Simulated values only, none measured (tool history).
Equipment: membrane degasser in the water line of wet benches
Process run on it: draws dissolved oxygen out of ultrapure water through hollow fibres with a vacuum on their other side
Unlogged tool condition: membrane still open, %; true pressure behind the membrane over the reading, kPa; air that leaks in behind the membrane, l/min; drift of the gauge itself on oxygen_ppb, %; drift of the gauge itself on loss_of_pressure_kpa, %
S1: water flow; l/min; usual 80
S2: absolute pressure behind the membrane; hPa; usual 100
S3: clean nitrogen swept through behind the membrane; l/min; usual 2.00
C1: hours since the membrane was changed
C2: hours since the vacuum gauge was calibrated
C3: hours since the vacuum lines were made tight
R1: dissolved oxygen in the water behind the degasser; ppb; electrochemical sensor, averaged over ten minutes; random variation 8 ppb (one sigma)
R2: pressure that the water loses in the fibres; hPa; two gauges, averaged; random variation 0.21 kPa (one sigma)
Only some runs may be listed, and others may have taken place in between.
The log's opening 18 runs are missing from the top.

run      day   S1   S2    S3    C1    C2    C3     R1     R2
 19  127.062   82  117  5.54  4519  4940  4294  664.1  533.7
 20  137.738   60   81  2.00  4775  5197  4550  489.6  389.4
 21  146.079   60   81  2.00  4975  5397  4750  497.7  392.8
     150.575  -- vacuum gauge calibrated
 22  150.721   60   81  2.00  5086     4  4861  487.5  391.9
 23  159.312   60   81  2.00  5292   210  5068  473.2  394.2
 24  169.954  105  104  4.69  5548   465  5323  968.7  692.1
 25  178.058   70   96  2.00  5742   660  5517  708.0  467.0
     186.292  -- seals of the vacuum lines changed
 26  186.392   81  100  3.86  5940   858     2  690.4  537.9

Predict the results of run 27:
 27  196.138  54  66  1.53  6174  1092  236   ?   ?

{"run 27": {"R1": 383.4, "R2": 359.2}}
The same run, on a tool lacking any hidden state, would have yielded R1 340.2 ppb, R2 332.0 hPa.
